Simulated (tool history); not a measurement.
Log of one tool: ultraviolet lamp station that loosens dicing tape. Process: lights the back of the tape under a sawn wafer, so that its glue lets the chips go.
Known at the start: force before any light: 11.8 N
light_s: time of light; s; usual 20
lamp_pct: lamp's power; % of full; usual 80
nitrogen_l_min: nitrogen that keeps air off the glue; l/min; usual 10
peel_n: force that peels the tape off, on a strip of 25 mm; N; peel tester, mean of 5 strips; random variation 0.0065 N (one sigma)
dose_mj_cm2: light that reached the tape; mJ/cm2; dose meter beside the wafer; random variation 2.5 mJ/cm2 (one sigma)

| run | hour | light_s | lamp_pct | nitrogen_l_min | peel_n | dose_mj_cm2 |
|---|---|---|---|---|---|---|
| 1 | 0.0 | 20 | 80 | 10 | 0.336 | 259 |
| 2 | 76.1 | 12 | 80 | 10 | 1.357 | 151 |
| 3 | 107.6 | 12 | 80 | 10 | 1.376 | 147 |
| 4 | 139.5 | 12 | 80 | 10 | 1.430 | 145 |
| 5 | 176.3 | 12 | 80 | 10 | 1.504 | 143 |
| 6 | 219.4 | 20 | 80 | 17 | 0.267 | 238 |
| 7 | 271.6 | 20 | 80 | 17 | 0.288 | 233 |
| 8 | 311.9 | 20 | 80 | 17 | 0.306 | 227 |
| 9 | 362.6 | 20 | 80 | 17 | 0.325 | 224 |
| 10 | 424.3 | 20 | 80 | 17 | 0.357 | 221 |
| 11 | 468.3 | 20 | 80 | 17 | 0.372 | 207 |
| 12 | 516.9 | 14 | 80 | 10 | 1.543 | 148 |
| 13 | 557.6 | 14 | 80 | 10 | 1.570 | 144 |
| 14 | 608.0 | 20 | 80 | 10 | 0.729 | 200 |
|  | 637.9 | window cleaned of glue's vapour |
| 15 | 683.1 | 20 | 80 | 19 | 0.263 | 238 |
| 16 | 752.9 | 20 | 80 | 5 | 1.025 | 229 |
| 17 | 799.5 | 20 | 80 | 5 | 1.108 | 226 |
|  | 822.5 | lamp changed |
| 18 | 866.6 | 16 | 80 | 5 | 0.976 | 235 |
| 19 | 917.0 | 40 | 80 | 10 | 0.090 | 579 |
| 20 | 982.4 | 11 | 79 | 3 | 3.076 | 155 |
| 21 | 1040.5 | 20 | 60 | 16 | 0.432 | 206 |
| 22 | 1077.0 | 22 | 65 | 7 | 0.601 | 241 |
| 23 | 1123.9 | 22 | 65 | 7 | 0.679 | 235 |
| 24 | 1157.5 | 33 | 76 | 7 | 0.151 | 412 |
| 25 | 1225.5 | 33 | 67 | 7 | 0.227 | 354 |
| 26 | 1287.5 | 39 | 83 | 6 | 0.115 | 497 |
| 27 | 1341.5 | 39 | 83 | 6 | 0.125 | 488 |
| 28 | 1400.6 | 39 | 82 | 5 | 0.154 | 477 |
| 29 | 1450.2 | 19 | 61 | 10 | 1.096 | 166 |
|  | 1503.5 | window cleaned of glue's vapour |
| 30 | 1508.8 | 20 | 80 | 12 | 0.245 | 274 |
| 31 | 1578.4 | 30 | 83 | 11 | 0.107 | 421 |
| 32 | 1653.6 | 30 | 83 | 11 | 0.119 | 407 |
| 33 | 1693.5 | 13 | 68 | 4 | 2.978 | 144 |
| 34 | 1737.1 | 24 | 76 | 14 | 0.193 | 284 |

5 ways to go on from here, each from the tool as it stands after run 34. What would each give?
| A | 1770.3 | 14 | 80 | 6 | ? | ? |
| B | 1770.3 | 13 | 76 | 14 | ? | ? |
| C | 1770.3 | 24 | 76 | 5 | ? | ? |
| D | 1770.3 | 14 | 67 | 8 | ? | ? |
| E | 1770.3 | 11 | 60 | 14 | ? | ? |

| run | peel_n | dose_mj_cm2 |
|---|---|---|
| A | 1.597 | 171 |
| B | 1.040 | 152 |
| C | 0.613 | 280 |
| D | 1.760 | 146 |
| E | 2.202 | 100 |
Without the tool's hidden state the same runs would have given:
| run | peel_n | dose_mj_cm2 |
|---|---|---|
| A | 0.939 | 219 |
| B | 0.561 | 194 |
| C | 0.309 | 359 |
| D | 1.063 | 186 |
| E | 1.411 | 128 |
